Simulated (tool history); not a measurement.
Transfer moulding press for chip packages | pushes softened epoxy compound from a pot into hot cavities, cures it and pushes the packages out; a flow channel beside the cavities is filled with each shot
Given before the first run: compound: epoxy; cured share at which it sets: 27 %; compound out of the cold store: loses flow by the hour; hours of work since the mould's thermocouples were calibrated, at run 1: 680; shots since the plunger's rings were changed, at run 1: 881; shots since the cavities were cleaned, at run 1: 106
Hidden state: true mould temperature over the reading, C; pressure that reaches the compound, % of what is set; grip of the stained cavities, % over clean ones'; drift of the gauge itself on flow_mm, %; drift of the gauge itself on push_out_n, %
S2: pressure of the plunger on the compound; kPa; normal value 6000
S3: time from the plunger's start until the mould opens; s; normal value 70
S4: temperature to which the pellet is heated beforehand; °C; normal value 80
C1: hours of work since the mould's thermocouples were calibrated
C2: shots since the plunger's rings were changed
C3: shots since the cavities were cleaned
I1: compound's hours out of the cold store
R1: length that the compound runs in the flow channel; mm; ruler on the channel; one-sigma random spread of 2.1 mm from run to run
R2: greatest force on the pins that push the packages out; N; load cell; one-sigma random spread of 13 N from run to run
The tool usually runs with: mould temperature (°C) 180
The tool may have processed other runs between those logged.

run 1 hour=0 | mould_temperature_(°C)=180 S2=6000 S3=70 S4=80 | C1=680 C2=881 C3=106 | I1=47.1 | R1=561 R2=643
run 2 hour=20.8 | mould_temperature_(°C)=172 S2=6000 S3=70 S4=80 | C1=691 C2=1166 C3=391 | I1=16.7 | R1=723 R2=1488
-- hour=33.3 cavities cleaned with cleaning compound and waxed
run 3 hour=42.9 | mould_temperature_(°C)=180 S2=6000 S3=70 S4=80 | C1=703 C2=1449 C3=132 | I1=40 | R1=592 R2=667
run 4 hour=69.1 | mould_temperature_(°C)=180 S2=5230 S3=70 S4=80 | C1=717 C2=1808 C3=491 | I1=43.7 | R1=533 R2=852
-- hour=73.6 cavities cleaned with cleaning compound and waxed
run 5 hour=105.1 | mould_temperature_(°C)=180 S2=6000 S3=71 S4=80 | C1=736 C2=2282 C3=433 | I1=13.9 | R1=707 R2=883
-- hour=112.8 cavities cleaned with cleaning compound and waxed
-- hour=128.7 mould's thermocouples calibrated
run 6 hour=133.6 | mould_temperature_(°C)=180 S2=6000 S3=71 S4=80 | C1=3 C2=2624 C3=258 | I1=15.6 | R1=696 R2=846
-- hour=156.3 cavities cleaned with cleaning compound and waxed
run 7 hour=163.7 | mould_temperature_(°C)=180 S2=6000 S3=71 S4=80 | C1=19 C2=3016 C3=101 | I1=13.8 | R1=708 R2=682
run 8 hour=178.1 | mould_temperature_(°C)=180 S2=6000 S3=70 S4=80 | C1=27 C2=3215 C3=300 | I1=36.5 | R1=600 R2=816
-- hour=196.7 cavities cleaned with cleaning compound and waxed
run 9 hour=205.2 | mould_temperature_(°C)=180 S2=6000 S3=70 S4=80 | C1=41 C2=3566 C3=118 | I1=33.4 | R1=609 R2=707
-- hour=238.7 cavities cleaned with cleaning compound and waxed
run 10 hour=241.4 | mould_temperature_(°C)=180 S2=6000 S3=70 S4=80 | C1=60 C2=4041 C3=37 | I1=47.5 | R1=544 R2=601
run 11 hour=265.1 | mould_temperature_(°C)=180 S2=6000 S3=70 S4=80 | C1=73 C2=4366 C3=362 | I1=11.6 | R1=711 R2=922
-- hour=280.9 cavities cleaned with cleaning compound and waxed
run 12 hour=281.5 | mould_temperature_(°C)=180 S2=6000 S3=81 S4=80 | C1=82 C2=4571 C3=8 | I1=38.1 | R1=581 R2=450
run 13 hour=298.3 | mould_temperature_(°C)=180 S2=6000 S3=81 S4=80 | C1=91 C2=4801 C3=238 | I1=41.9 | R1=568 R2=636
run 14 hour=312.9 | mould_temperature_(°C)=180 S2=7440 S3=70 S4=80 | C1=99 C2=5001 C3=438 | I1=23.5 | R1=720 R2=952
-- hour=320.7 cavities cleaned with cleaning compound and waxed
run 15 hour=345.1 | mould_temperature_(°C)=176 S2=5720 S3=67 S4=85 | C1=116 C2=5422 C3=334 | I1=22 | R1=643 R2=1241
-- hour=360 cavities cleaned with cleaning compound and waxed
-- hour=368.6 plunger's sealing rings changed
run 16 hour=369.8 | mould_temperature_(°C)=174 S2=6290 S3=60 S4=85 | C1=128 C2=17 C3=100 | I1=26.2 | R1=683 R2=1472
run 17 hour=384.3 | mould_temperature_(°C)=174 S2=6290 S3=60 S4=85 | C1=136 C2=216 C3=299 | I1=39.1 | R1=623 R2=1740
-- hour=402.1 cavities cleaned with cleaning compound and waxed
run 18 hour=406.8 | mould_temperature_(°C)=180 S2=6000 S3=62 S4=81 | C1=147 C2=504 C3=64 | I1=15 | R1=716 R2=896
run 19 hour=439 | mould_temperature_(°C)=180 S2=6840 S3=70 S4=77 | C1=165 C2=945 C3=505 | I1=28.1 | R1=690 R2=953
-- hour=442 cavities cleaned with cleaning compound and waxed
run 20 hour=460.9 | mould_temperature_(°C)=180 S2=6390 S3=70 S4=87 | C1=177 C2=1225 C3=259 | I1=41.8 | R1=602 R2=766
-- hour=481.4 cavities cleaned with cleaning compound and waxed
run 21 hour=481.4 | mould_temperature_(°C)=185 S2=7020 S3=104 S4=76 | C1=187 C2=1485 C3=0 | I1=21.5 | R1=721 R2=380
run 22 hour=504.5 | mould_temperature_(°C)=185 S2=7020 S3=104 S4=76 | C1=200 C2=1803 C3=318 | I1=24.4 | R1=700 R2=582
-- hour=522.2 cavities cleaned with cleaning compound and waxed
run 23 hour=528.1 | mould_temperature_(°C)=181 S2=4670 S3=60 S4=75 | C1=212 C2=2105 C3=80 | I1=43.5 | R1=503 R2=844
run 24 hour=555.1 | mould_temperature_(°C)=181 S2=6790 S3=60 S4=71 | C1=227 C2=2476 C3=451 | I1=38.6 | R1=630 R2=1218
-- hour=563.4 cavities cleaned with cleaning compound and waxed
run 25 hour=572.7 | mould_temperature_(°C)=181 S2=5130 S3=57 S4=74 | C1=236 C2=2698 C3=128 | I1=38.4 | R1=543 R2=1069
-- hour=604.1 cavities cleaned with cleaning compound and waxed
run 26 hour=605.1 | mould_temperature_(°C)=181 S2=4970 S3=72 S4=78 | C1=254 C2=3121 C3=13 | I1=25.3 | R1=588 R2=506
run 27 hour=621.2 | mould_temperature_(°C)=181 S2=6090 S3=72 S4=78 | C1=262 C2=3341 C3=233 | I1=31.2 | R1=623 R2=714
-- hour=645.1 cavities cleaned with cleaning compound and waxed
run 28 hour=651.3 | mould_temperature_(°C)=181 S2=6090 S3=72 S4=78 | C1=278 C2=3734 C3=85 | I1=24.3 | R1=652 R2=620

Predict each of these 3 candidate next runs independently; none follows another, all start after run 28:
run A hour=670.8 | mould_temperature_(°C)=181 S2=6090 S3=72 S4=74 | C1=289 C2=4001 C3=352 | I1=37.9 | R1=? R2=?
run B hour=670.8 | mould_temperature_(°C)=174 S2=5710 S3=102 S4=78 | C1=289 C2=4001 C3=352 | I1=11 | R1=? R2=?
run C hour=670.8 | mould_temperature_(°C)=184 S2=6000 S3=84 S4=84 | C1=289 C2=4001 C3=352 | I1=29.5 | R1=? R2=?

run=A R1=589 R2=770
run=B R1=708 R2=678
run=C R1=615 R2=637
Without the tool's unlogged condition, the same runs would have read:
run=A R1=611 R2=496
run=B R1=734 R2=435
run=C R1=638 R2=409

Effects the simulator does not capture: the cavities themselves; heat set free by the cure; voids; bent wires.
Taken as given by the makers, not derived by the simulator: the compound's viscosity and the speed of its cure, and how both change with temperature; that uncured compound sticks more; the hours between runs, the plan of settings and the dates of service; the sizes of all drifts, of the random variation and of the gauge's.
